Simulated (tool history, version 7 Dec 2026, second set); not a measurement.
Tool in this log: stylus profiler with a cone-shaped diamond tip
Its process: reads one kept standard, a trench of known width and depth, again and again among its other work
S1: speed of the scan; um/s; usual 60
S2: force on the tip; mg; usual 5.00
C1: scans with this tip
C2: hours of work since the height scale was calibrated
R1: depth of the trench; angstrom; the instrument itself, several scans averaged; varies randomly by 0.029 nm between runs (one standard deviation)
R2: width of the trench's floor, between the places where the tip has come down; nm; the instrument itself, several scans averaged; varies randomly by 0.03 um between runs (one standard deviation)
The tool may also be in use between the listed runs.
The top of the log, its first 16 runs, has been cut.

run	hour	S1	S2	C1	C2	R1	R2
17	367.1	18	5.00	3076	313	2052.3	17900
18	387.0	60	5.00	3199	325	2051.9	17770
19	403.4	60	5.00	3300	336	2052.3	17790
# hour 406.4: height scale calibrated on a step standard
20	427.4	60	5.00	3445	13	2052.2	17770
21	445.6	60	5.00	3557	25	2051.9	17740
22	464.1	31	6.19	3671	36	2060.1	17880
23	487.9	81	11.31	3819	51	2091.3	17790
24	504.6	81	11.31	3921	62	2091.6	17760
25	516.9	81	11.31	3997	69	2091.6	17770
# hour 542.0: height scale calibrated on a step standard, once more
26	545.3	81	11.31	4170	2	2094.2	17750
27	561.2	81	4.24	4268	12	2048.6	17670
28	588.0	81	4.24	4434	29	2048.9	17620
29	605.2	15	5.61	4540	40	2059.2	17890
30	620.1	176	5.00	4632	49	2054.4	17370
31	640.2	176	5.00	4756	62	2054.1	17340
32	667.2	17	7.85	4923	79	2073.0	17880
33	688.5	22	8.73	5054	92	2079.2	17910
34	709.6	35	13.83	5184	105	2106.7	17850
35	730.3	94	13.83	5312	118	2107.1	17710
36	759.5	94	13.83	5492	137	2107.0	17720
37	780.8	20	2.33	5624	150	2032.5	17850
38	800.9	20	3.97	5748	163	2046.4	17860
39	822.7	69	8.81	5883	176	2078.5	17670
40	836.7	16	12.45	5969	185	2099.5	17860
41	864.7	16	12.45	6142	203	2099.8	17870

Branching from run 41: 3 alternative next runs. What would each branch give?
A	879.0	18	5.00	6230	212	?	?
B	879.0	181	12.45	6230	212	?	?
C	879.0	30	5.00	6230	212	?	?

run	R1	R2
A	2053.6	17930
B	2099.6	17490
C	2053.8	17770
Without the tool's unlogged condition, the same runs would have read:
run	R1	R2
A	2053.9	18060
B	2099.9	17620
C	2054.1	17900
